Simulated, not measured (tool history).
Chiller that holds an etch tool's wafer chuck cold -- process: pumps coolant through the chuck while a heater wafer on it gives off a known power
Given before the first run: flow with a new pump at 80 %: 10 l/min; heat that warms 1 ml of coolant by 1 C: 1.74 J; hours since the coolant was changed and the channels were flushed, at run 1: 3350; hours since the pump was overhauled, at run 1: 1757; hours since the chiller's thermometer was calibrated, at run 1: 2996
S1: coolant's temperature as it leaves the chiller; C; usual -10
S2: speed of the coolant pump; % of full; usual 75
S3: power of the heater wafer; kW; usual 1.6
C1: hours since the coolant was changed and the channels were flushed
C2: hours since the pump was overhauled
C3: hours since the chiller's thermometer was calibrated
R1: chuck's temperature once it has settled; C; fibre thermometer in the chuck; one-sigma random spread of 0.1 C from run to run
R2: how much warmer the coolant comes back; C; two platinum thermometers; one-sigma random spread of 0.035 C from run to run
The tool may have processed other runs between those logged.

run   hour   S1  S2     S3    C1    C2    C3    R1    R2
  1      0  -10  75    1.6  3350  1757  2996   2.2  5.86
  2   62.6  -10  75    1.6  3413  1819  3058   2.1  5.83
  3  106.5  -10  75    1.6  3457  1863  3102     2  5.81
  4  166.3   -8  75    1.6  3516  1923  3162     4  5.84
  5    222  -10  89    1.6  3572  1979  3218   0.8  4.98
  6  286.6  -10  75    1.6  3637  2043  3282   2.1  5.92
  7  323.8  -10  70    1.6  3674  2081  3319   2.9  6.32
  8  383.7  -10  70    1.6  3734  2141  3379   2.7  6.23
  9  426.7  -10  70    1.6  3777  2183  3422   2.7  6.26
 10  472.2  -10  70    1.6  3822  2229  3468   2.7  6.31
 11  503.7  -10  70    1.6  3854  2260  3499   2.7  6.28
 12  547.4  -10  70    1.6  3898  2304  3543   2.8  6.25
 13  603.3  -10  70    1.6  3953  2360  3599   2.8  6.26
 14  645.8  -10  70    1.6  3996  2403  3641   2.5  6.21
 15  685.1  -10  70    1.6  4035  2442  3681   2.8  6.21
 16  722.5  -10  70    1.6  4073  2479  3718   2.8   6.2
 17  755.4  -14  70    1.6  4106  2512  3751  -1.3  6.26
 18  813.4   -3  62  2.057  4164  2570  3809  14.9  9.03
 19  853.5  -18  91   1.67  4204  2610  3849  -7.1  5.06

What will run 20 give?
 20  907.4  -7  73  1.997  4258  2664  3903   ?   ?

{"run 20": {"R1": 8.4, "R2": 7.48}}
Without the tool's hidden state the same run would have given R1 8.4 C, R2 7.48 C.
